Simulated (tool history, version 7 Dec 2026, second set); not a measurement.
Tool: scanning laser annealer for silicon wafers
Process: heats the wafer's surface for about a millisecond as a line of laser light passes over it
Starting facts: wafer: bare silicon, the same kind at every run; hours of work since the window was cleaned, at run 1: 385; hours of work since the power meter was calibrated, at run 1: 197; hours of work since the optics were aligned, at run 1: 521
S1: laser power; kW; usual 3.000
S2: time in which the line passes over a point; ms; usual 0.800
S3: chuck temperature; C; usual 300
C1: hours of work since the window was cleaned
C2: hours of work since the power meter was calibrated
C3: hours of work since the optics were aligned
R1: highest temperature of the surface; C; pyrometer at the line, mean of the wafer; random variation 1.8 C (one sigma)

run   hour     S1     S2   S3   C1   C2   C3    R1
  1    0.0  3.000  0.800  300  385  197  521   973
  2   16.9  3.000  0.997  300  396  209  533  1043
  3   32.9  3.000  0.800  300  407  220  544   971
  4   46.2  3.000  0.800  300  416  229  553   971
  5   55.3  2.891  0.800  300  422  235  559   938
  6   63.1  3.000  0.800  308  428  240  564   975
  7   74.2  3.000  0.800  308  435  248  572   976
  8   86.2  3.000  0.800  304  443  256  580   970
  9   94.7  3.000  0.800  304  449  262  586   969
 10  103.3  3.000  0.800  304  455  267  591   968
 11  112.5  2.584  0.800  304  461  274  598   853
     119.1  -- window over the wafer cleaned
 12  121.5  2.584  0.800  304    2  279  603   889
 13  135.2  3.000  0.800  300   11  288  612  1009
 14  145.8  3.000  0.800  300   18  295  619  1012
 15  157.9  3.000  0.749  300   26  303  627   986
 16  170.0  3.000  0.800  300   34  311  635  1008
 17  178.7  3.000  0.800  300   40  317  641  1003
 18  187.6  2.848  0.800  300   46  323  647   960
 19  195.3  2.848  0.800  300   52  329  653   957
 20  205.7  2.848  0.800  338   59  336  660   996
 21  214.9  3.000  0.616  282   65  342  666   911
 22  229.2  3.171  0.814  300   75  352  676  1060
 23  245.3  3.171  0.682  309   86  363  687  1006
 24  256.8  3.095  0.975  289   93  370  694  1083
 25  271.8  3.095  0.625  289  104  380  704   941
 26  285.8  3.095  0.625  289  113  390  714   940
 27  301.5  3.095  0.625  289  124  401  725   936
 28  313.2  3.039  0.800  323  132  409  733  1031
 29  329.7  2.581  0.892  292  143  420  744   891
 30  344.9  2.581  0.892  292  153  430  754   889
 31  352.7  3.210  0.698  338  158  435  759  1049
 32  363.5  3.172  0.620  300  166  443  767   961
 33  373.3  3.180  0.687  300  172  449  773   994
 34  381.4  3.180  0.687  300  178  455  779   990
 35  390.8  3.090  0.687  264  184  461  785   933
 36  402.6  3.090  0.687  264  192  469  793   930
 37  415.7  3.090  0.687  305  201  478  802   971
 38  424.8  3.219  0.619  333  207  484  808  1002
 39  433.7  3.081  0.710  300  213  490  814   971
 40  446.0  2.650  0.808  279  222  499  823   864

Forecast each of these 4 alternatives for the next run:
  A  456.4  3.229  0.775  334  229  506  830   ?
  B  456.4  3.000  0.660  280  229  506  830   ?
  C  456.4  2.650  0.808  261  229  506  830   ?
  D  456.4  3.085  0.811  337  229  506  830   ?

run    R1
  A  1071
  B   906
  C   844
  D  1048
Stripped of hidden state, with their random variation kept, the same runs would have yielded:
run    R1
  A  1126
  B   953
  C   887
  D  1100
